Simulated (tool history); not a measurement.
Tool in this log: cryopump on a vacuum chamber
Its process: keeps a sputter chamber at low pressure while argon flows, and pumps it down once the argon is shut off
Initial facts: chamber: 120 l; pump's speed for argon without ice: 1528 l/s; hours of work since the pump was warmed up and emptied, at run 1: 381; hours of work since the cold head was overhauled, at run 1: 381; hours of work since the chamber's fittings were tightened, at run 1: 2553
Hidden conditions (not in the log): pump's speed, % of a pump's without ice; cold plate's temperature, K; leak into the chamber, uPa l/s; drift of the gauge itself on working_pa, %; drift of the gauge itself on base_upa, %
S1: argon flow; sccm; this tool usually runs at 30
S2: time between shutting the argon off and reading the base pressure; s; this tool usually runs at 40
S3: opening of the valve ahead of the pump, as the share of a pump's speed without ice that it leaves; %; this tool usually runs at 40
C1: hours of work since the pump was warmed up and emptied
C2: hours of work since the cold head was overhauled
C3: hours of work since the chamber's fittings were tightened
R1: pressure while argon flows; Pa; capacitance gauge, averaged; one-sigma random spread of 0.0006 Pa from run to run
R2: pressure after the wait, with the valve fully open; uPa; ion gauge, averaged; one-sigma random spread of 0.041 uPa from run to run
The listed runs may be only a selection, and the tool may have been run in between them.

Run 1, hour 0.0: usual settings; C1 381; C2 381; C3 2553. Result: R1 0.0892 Pa, R2 3.43 uPa.
Run 2, hour 8.0: usual settings; C1 386; C2 386; C3 2559. Result: R1 0.0898 Pa, R2 3.49 uPa.
Run 3, hour 20.2: usual settings but S1 24 sccm; C1 395; C2 395; C3 2568. Result: R1 0.0729 Pa, R2 3.48 uPa.
Run 4, hour 27.7: usual settings but S1 24 sccm; C1 401; C2 401; C3 2573. Result: R1 0.0707 Pa, R2 3.34 uPa.
Run 5, hour 40.5: usual settings but S1 37 sccm; C1 410; C2 410; C3 2583. Result: R1 0.1104 Pa, R2 3.46 uPa.
Run 6, hour 49.1: usual settings but S1 37 sccm; C1 417; C2 417; C3 2589. Result: R1 0.1099 Pa, R2 3.56 uPa.
Run 7, hour 56.7: usual settings but S1 17 sccm; C1 422; C2 422; C3 2595. Result: R1 0.0511 Pa, R2 3.52 uPa.
Run 8, hour 74.6: usual settings but S1 17 sccm; C1 435; C2 435; C3 2608. Result: R1 0.0509 Pa, R2 3.55 uPa.
Run 9, hour 83.4: usual settings but S3 19 %; C1 442; C2 442; C3 2614. Result: R1 0.1815 Pa, R2 3.54 uPa.
Run 10, hour 101.4: usual settings but S3 19 %; C1 455; C2 455; C3 2628. Result: R1 0.1814 Pa, R2 3.58 uPa.
Run 11, hour 113.2: usual settings but S3 26 %; C1 464; C2 464; C3 2636. Result: R1 0.1354 Pa, R2 3.52 uPa.
Run 12, hour 128.1: usual settings but S2 95 s, S3 26 %; C1 475; C2 475; C3 2647. Result: R1 0.1360 Pa, R2 2.29 uPa.
Run 13, hour 137.9: usual settings but S2 95 s, S3 26 %; C1 482; C2 482; C3 2654. Result: R1 0.1350 Pa, R2 2.29 uPa.
Run 14, hour 156.0: usual settings but S2 95 s, S3 26 %; C1 495; C2 495; C3 2668. Result: R1 0.1355 Pa, R2 2.34 uPa.
Run 15, hour 169.5: usual settings but S1 38 sccm, S2 80 s, S3 17 %; C1 505; C2 505; C3 2678. Result: R1 0.2585 Pa, R2 2.51 uPa.
Run 16, hour 183.2: usual settings but S1 38 sccm, S2 80 s, S3 17 %; C1 515; C2 515; C3 2688. Result: R1 0.2571 Pa, R2 2.51 uPa.
Run 17, hour 197.9: usual settings but S1 23 sccm, S2 133 s, S3 21 %; C1 526; C2 526; C3 2699. Result: R1 0.1278 Pa, R2 2.03 uPa.
Run 18, hour 206.0: usual settings but S2 77 s, S3 56 %; C1 532; C2 532; C3 2705. Result: R1 0.0670 Pa, R2 2.58 uPa.
Run 19, hour 218.6: usual settings but S2 77 s, S3 56 %; C1 541; C2 541; C3 2714. Result: R1 0.0675 Pa, R2 2.53 uPa.
Run 20, hour 233.7: usual settings but S2 77 s, S3 56 %; C1 553; C2 553; C3 2725. Result: R1 0.0683 Pa, R2 2.57 uPa.
Run 21, hour 251.0: usual settings but S1 34 sccm, S2 25 s, S3 56 %; C1 565; C2 565; C3 2738. Result: R1 0.0769 Pa, R2 5.08 uPa.
Run 22, hour 263.5: usual settings but S3 54 %; C1 574; C2 574; C3 2747. Result: R1 0.0703 Pa, R2 3.67 uPa.
Run 23, hour 275.0: usual settings but S1 19 sccm, S2 196 s, S3 54 %; C1 583; C2 583; C3 2755. Result: R1 0.0450 Pa, R2 1.96 uPa.
Run 24, hour 286.4: usual settings but S1 36 sccm, S2 28 s, S3 48 %; C1 591; C2 591; C3 2764. Result: R1 0.0946 Pa, R2 4.51 uPa.
Run 25, hour 298.3: usual settings but S1 36 sccm, S2 28 s, S3 48 %; C1 600; C2 600; C3 2773. Result: R1 0.0944 Pa, R2 4.72 uPa.
Run 26, hour 310.8: usual settings but S1 36 sccm, S2 28 s, S3 48 %; C1 609; C2 609; C3 2782. Result: R1 0.0956 Pa, R2 4.62 uPa.

Consider 5 possible next runs. They are alternatives, not a sequence: every one starts from the tool as it was left by run 26. What does each give?
Run A, hour 326.3: usual settings but S1 18 sccm, S2 28 s, S3 17 %; C1 621; C2 621; C3 2793. Result: R1 ?, R2 ?.
Run B, hour 326.3: usual settings but S1 43 sccm, S2 150 s, S3 16 %; C1 621; C2 621; C3 2793. Result: R1 ?, R2 ?.
Run C, hour 326.3: usual settings but S1 36 sccm, S2 89 s; C1 621; C2 621; C3 2793. Result: R1 ?, R2 ?.
Run D, hour 326.3: usual settings but S1 22 sccm, S2 52 s, S3 30 %; C1 621; C2 621; C3 2793. Result: R1 ?, R2 ?.
Run E, hour 326.3: usual settings but S1 47 sccm, S3 38 %; C1 621; C2 621; C3 2793. Result: R1 ?, R2 ?.

run      R1    R2
  A  0.1236  4.65
  B  0.3146  2.13
  C  0.1112  2.60
  D  0.0880  3.22
  E  0.1525  3.77
With no hidden state in the tool, these same runs would have given:
run      R1    R2
  A  0.1174  3.31
  B  0.2997  0.77
  C  0.0988  1.21
  D  0.0805  1.88
  E  0.1364  2.40
